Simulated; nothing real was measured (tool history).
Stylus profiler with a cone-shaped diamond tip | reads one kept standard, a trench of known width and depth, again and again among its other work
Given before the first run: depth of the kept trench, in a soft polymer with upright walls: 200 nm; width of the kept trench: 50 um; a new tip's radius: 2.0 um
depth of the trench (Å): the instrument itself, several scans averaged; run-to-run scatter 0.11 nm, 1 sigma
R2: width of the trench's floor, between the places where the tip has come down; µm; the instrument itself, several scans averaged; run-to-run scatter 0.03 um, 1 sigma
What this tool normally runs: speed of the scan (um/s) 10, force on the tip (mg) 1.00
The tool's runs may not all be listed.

{"run": 1, "hour": 0.0, "speed of the scan (um/s)": 10, "force on the tip (mg)": 1.0, "depth of the trench (Å)": 2013.8, "R2": 48.2}
{"run": 2, "hour": 14.4, "speed of the scan (um/s)": 10, "force on the tip (mg)": 1.0, "depth of the trench (Å)": 2014.2, "R2": 48.24}
{"run": 3, "hour": 24.8, "speed of the scan (um/s)": 10, "force on the tip (mg)": 1.0, "depth of the trench (Å)": 2015.2, "R2": 48.21}
{"run": 4, "hour": 39.5, "speed of the scan (um/s)": 10, "force on the tip (mg)": 1.0, "depth of the trench (Å)": 2013.9, "R2": 48.19}
{"run": 5, "hour": 57.7, "speed of the scan (um/s)": 10, "force on the tip (mg)": 1.0, "depth of the trench (Å)": 2014.8, "R2": 48.21}
{"run": 6, "hour": 77.9, "speed of the scan (um/s)": 10, "force on the tip (mg)": 1.0, "depth of the trench (Å)": 2014.5, "R2": 48.16}
{"run": 7, "hour": 90.2, "speed of the scan (um/s)": 10, "force on the tip (mg)": 2.51, "depth of the trench (Å)": 2025.2, "R2": 48.25}
{"run": 8, "hour": 99.7, "speed of the scan (um/s)": 9, "force on the tip (mg)": 1.11, "depth of the trench (Å)": 2016.4, "R2": 48.21}
{"run": 9, "hour": 120.7, "speed of the scan (um/s)": 10, "force on the tip (mg)": 2.29, "depth of the trench (Å)": 2024.3, "R2": 48.25}
{"run": 10, "hour": 139.5, "speed of the scan (um/s)": 6, "force on the tip (mg)": 0.86, "depth of the trench (Å)": 2014.3, "R2": 48.17}

The next listed run, before its measurement:
{"run": 11, "hour": 151.6, "speed of the scan (um/s)": 9, "force on the tip (mg)": 1.31, "depth of the trench (Å)": "?", "R2": "?"}

{"run 11": {"depth of the trench (Å)": 2017.3, "R2": 48.21}}
With no hidden state in the tool, this same run would have given depth of the trench (Å) 2015.8, R2 48.23 µm.
